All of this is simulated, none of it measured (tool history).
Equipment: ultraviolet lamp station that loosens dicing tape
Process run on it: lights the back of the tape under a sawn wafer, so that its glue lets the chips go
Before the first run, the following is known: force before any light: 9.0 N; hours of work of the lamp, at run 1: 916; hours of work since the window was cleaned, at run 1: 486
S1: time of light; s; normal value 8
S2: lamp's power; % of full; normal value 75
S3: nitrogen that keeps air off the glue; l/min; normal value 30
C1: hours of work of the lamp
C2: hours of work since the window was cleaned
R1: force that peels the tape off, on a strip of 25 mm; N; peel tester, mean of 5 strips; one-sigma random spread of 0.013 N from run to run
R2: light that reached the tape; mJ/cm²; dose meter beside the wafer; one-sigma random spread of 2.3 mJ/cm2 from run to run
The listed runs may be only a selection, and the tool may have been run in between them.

{"run": 1, "hour": 0.0, "S1": 8, "S2": 75, "S3": 30, "C1": 916, "C2": 486, "R1": 0.991, "R2": 179}
{"run": 2, "hour": 53.3, "S1": 8, "S2": 75, "S3": 30, "C1": 940, "C2": 510, "R1": 1.026, "R2": 174}
{"run": 3, "hour": 122.3, "S1": 8, "S2": 75, "S3": 30, "C1": 971, "C2": 541, "R1": 1.025, "R2": 174}
{"hour": 171.2, "done": "window cleaned of glue's vapour"}
{"run": 4, "hour": 188.8, "S1": 8, "S2": 75, "S3": 30, "C1": 1001, "C2": 8, "R1": 1.093, "R2": 163}
{"run": 5, "hour": 248.9, "S1": 8, "S2": 75, "S3": 30, "C1": 1028, "C2": 35, "R1": 1.166, "R2": 158}
{"run": 6, "hour": 299.4, "S1": 6, "S2": 75, "S3": 30, "C1": 1051, "C2": 58, "R1": 1.821, "R2": 123}
{"run": 7, "hour": 365.4, "S1": 6, "S2": 75, "S3": 30, "C1": 1081, "C2": 87, "R1": 1.915, "R2": 119}
{"run": 8, "hour": 428.4, "S1": 6, "S2": 75, "S3": 30, "C1": 1109, "C2": 116, "R1": 1.877, "R2": 119}
{"run": 9, "hour": 490.6, "S1": 5, "S2": 94, "S3": 15, "C1": 1137, "C2": 144, "R1": 2.416, "R2": 118}
{"run": 10, "hour": 536.7, "S1": 5, "S2": 94, "S3": 15, "C1": 1158, "C2": 164, "R1": 2.359, "R2": 118}
{"run": 11, "hour": 594.9, "S1": 5, "S2": 94, "S3": 18, "C1": 1184, "C2": 191, "R1": 2.152, "R2": 118}

Run 12 has not been measured yet. What should we expect?
{"hour": 599.2, "done": "window cleaned of glue's vapour, once more"}
{"run": 12, "hour": 646.8, "S1": 5, "S2": 94, "S3": 18, "C1": 1207, "C2": 21, "R1": "?", "R2": "?"}

Run 12 yielded R1 1.88 N, R2 135 mJ/cm².
Minus the tool's unlogged condition, the same run would have read R1 1.211 N, R2 178 mJ/cm².
